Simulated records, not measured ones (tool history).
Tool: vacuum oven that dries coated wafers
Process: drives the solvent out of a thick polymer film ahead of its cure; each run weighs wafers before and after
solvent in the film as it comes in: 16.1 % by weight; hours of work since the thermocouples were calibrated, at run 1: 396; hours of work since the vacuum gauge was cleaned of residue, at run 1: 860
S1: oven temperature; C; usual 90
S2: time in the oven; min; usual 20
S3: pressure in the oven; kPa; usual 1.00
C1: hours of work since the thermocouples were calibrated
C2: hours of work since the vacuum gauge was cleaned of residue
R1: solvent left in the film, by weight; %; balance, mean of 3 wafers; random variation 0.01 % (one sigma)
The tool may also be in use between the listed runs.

run,hour,S1,S2,S3,C1,C2,R1
1,0.0,90,20,1.00,396,860,1.01
2,38.6,99,20,1.00,419,882,0.43
3,74.0,90,27,1.00,440,903,0.62
4,102.6,87,20,1.00,457,920,1.27
5,132.1,90,11,1.00,474,937,2.69
6,173.9,90,11,1.00,499,962,2.68
7,202.4,90,11,1.00,515,979,2.67
8,236.3,90,17,1.12,535,999,1.36
9,259.7,93,14,0.96,549,1013,1.40
10,297.5,100,27,3.68,571,1035,0.99
11,325.7,97,24,0.51,588,1052,0.28
12,363.3,90,15,1.00,610,1074,1.62
13,404.4,90,20,0.64,634,1098,0.84

3 ways to go on from here, each from the tool as it stands after run 13. What would each give?
A,446.1,94,33,3.43,659,1122,?
B,446.1,90,22,0.64,659,1122,?
C,446.1,93,28,2.08,659,1122,?

run,R1
A,1.18
B,0.70
C,0.82
Without the tool's hidden state the same runs would have given:
run,R1
A,1.15
B,0.68
C,0.78
